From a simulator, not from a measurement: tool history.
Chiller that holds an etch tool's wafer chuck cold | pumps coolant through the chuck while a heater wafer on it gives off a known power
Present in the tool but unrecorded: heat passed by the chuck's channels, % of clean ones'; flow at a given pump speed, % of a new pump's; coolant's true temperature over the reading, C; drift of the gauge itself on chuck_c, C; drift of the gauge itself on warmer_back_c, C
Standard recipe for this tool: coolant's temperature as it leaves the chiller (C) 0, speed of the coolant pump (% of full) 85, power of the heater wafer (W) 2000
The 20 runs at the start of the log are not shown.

run	day	coolant's temperature as it leaves the chiller (C)	speed of the coolant pump (% of full)	power of the heater wafer (W)	hours since the coolant was changed and the channels were flushed	hours since the pump was overhauled	hours since the chiller's thermometer was calibrated	chuck's temperature once it has settled (C)	how much warmer the coolant comes back (C)
21	27.746	-9	62	2026	1790	845	2475	10.5	11.58
22	28.983	0	95	2000	1820	875	2504	14.7	7.73
23	29.833	-1	80	2000	1840	896	2525	15.5	8.99
24	30.988	10	83	1265	1868	923	2552	20.2	5.66
25	32.717	2	61	1307	1910	965	2594	14.7	7.70
26	34.004	0	85	2414	1941	996	2625	19.2	10.38
27	35.183	-9	65	1786	1969	1024	2653	7.8	9.85
28	36.788	-9	65	1786	2007	1063	2692	7.6	9.95
29	38.246	-9	65	1786	2042	1097	2727	7.7	9.86
30	39.258	-9	65	1786	2067	1122	2751	7.8	9.90
31	41.021	-1	98	1149	2109	1164	2793	7.3	4.51

Consider 3 possible next runs. They are alternatives, not a sequence: every one starts from the tool as it was left by run 31. What does each give?
A	42.379	1	98	1149	2142	1197	2826	?	?
B	42.379	-7	70	1149	2142	1197	2826	?	?
C	42.379	6	88	2000	2142	1197	2826	?	?

run	chuck's temperature once it has settled (C)	how much warmer the coolant comes back (C)
A	9.0	4.54
B	3.1	6.10
C	21.4	8.39
Stripped of hidden state, with their random variation kept, the same runs would have yielded:
run	chuck's temperature once it has settled (C)	how much warmer the coolant comes back (C)
A	9.0	4.21
B	3.1	5.77
C	21.4	8.06

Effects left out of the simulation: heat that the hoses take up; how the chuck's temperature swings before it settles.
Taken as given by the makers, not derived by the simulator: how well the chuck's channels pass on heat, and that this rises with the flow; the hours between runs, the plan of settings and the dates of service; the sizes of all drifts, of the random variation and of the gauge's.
